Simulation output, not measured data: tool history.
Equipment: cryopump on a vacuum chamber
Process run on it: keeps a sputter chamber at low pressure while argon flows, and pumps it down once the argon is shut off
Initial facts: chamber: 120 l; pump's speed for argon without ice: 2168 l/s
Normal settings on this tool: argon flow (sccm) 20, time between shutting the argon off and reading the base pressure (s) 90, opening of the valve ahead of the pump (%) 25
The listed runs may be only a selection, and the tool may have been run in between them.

run,hour,argon flow (sccm),time between shutting the argon off and reading the base pressure (s),opening of the valve ahead of the pump (%),pressure while argon flows (Pa),pressure after the wait (uPa)
1,0.0,20,90,25,0.0654,1.66
2,16.0,20,90,25,0.0670,1.69
3,30.2,20,90,28,0.0585,1.69
4,47.4,20,90,28,0.0580,1.72
5,71.5,20,78,28,0.0590,1.78
6,87.5,20,78,28,0.0594,1.82
7,113.9,20,90,25,0.0673,1.70
8,137.8,20,90,25,0.0664,1.71
9,150.7,20,90,25,0.0661,1.82
10,164.7,24,90,25,0.0789,1.78
11,183.9,20,66,25,0.0662,2.02
12,194.9,14,90,25,0.0453,1.86
13,217.5,20,90,17,0.0958,1.84
14,242.2,20,90,17,0.0964,1.87
15,263.0,20,90,25,0.0665,1.86
16,289.7,20,90,25,0.0672,1.85
17,302.6,20,90,25,0.0665,1.87
18,327.9,20,90,25,0.0671,1.87
19,347.9,8,69,47,0.0149,2.10
20,371.9,8,69,47,0.0145,2.11
21,385.2,29,90,22,0.1103,2.02
# hour 409.9: leaking fittings of the chamber tightened, without venting
22,410.7,16,157,25,0.0542,0.58
23,427.7,16,265,18,0.0737,0.42
24,450.7,8,197,25,0.0272,0.46
25,472.8,13,97,25,0.0455,0.77
26,489.2,33,97,20,0.1376,0.78
27,505.0,33,97,20,0.1385,0.85
28,531.2,33,97,20,0.1388,0.84
29,547.4,33,97,20,0.1392,0.86
30,558.2,16,97,20,0.0673,0.81
31,578.5,16,97,20,0.0676,0.81
32,595.2,27,97,48,0.0520,0.87

What will run 33 give?
33,613.8,27,26,48,?,?

pressure while argon flows (Pa): 0.0535
pressure after the wait (uPa): 2.40
With the hidden condition absent and the run-to-run variation left alone, this run would have shown pressure while argon flows (Pa) 0.0445, pressure after the wait (uPa) 2.22.

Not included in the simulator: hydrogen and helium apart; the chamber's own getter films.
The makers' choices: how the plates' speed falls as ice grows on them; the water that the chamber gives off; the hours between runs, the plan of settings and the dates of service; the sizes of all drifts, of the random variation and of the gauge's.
